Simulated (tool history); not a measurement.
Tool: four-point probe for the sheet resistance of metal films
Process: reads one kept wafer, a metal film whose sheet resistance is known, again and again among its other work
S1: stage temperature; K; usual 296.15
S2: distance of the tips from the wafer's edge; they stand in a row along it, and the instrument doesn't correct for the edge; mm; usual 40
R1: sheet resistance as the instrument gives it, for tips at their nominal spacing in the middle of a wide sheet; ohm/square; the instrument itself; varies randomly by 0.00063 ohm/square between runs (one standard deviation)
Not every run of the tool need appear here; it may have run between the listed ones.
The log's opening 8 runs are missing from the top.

run    day      S1  S2        R1
  9  3.971  296.15  40  3.162000
 10  4.333  296.15  40  3.162271
 11  4.796  296.15  40  3.162544
 12  5.354  296.15  40  3.161915
 13  5.950  296.15  40  3.162025
 14  6.583  296.15  40  3.161733
 15  7.221  296.15  40  3.161498
 16  7.596  296.15  40  3.160673
 17  8.142  296.15  40  3.160393
     8.221  -- stage's thermometer calibrated
 18  8.796  293.15  36  3.166260

Run 19, settings as shown, results not yet in. Your forecast:
 19  9.450  293.15  36   ?

R1: 3.165505 ohm/square
Were there no unlogged condition in the tool, this run, its random variation unchanged, would have produced R1 3.174865 ohm/square.

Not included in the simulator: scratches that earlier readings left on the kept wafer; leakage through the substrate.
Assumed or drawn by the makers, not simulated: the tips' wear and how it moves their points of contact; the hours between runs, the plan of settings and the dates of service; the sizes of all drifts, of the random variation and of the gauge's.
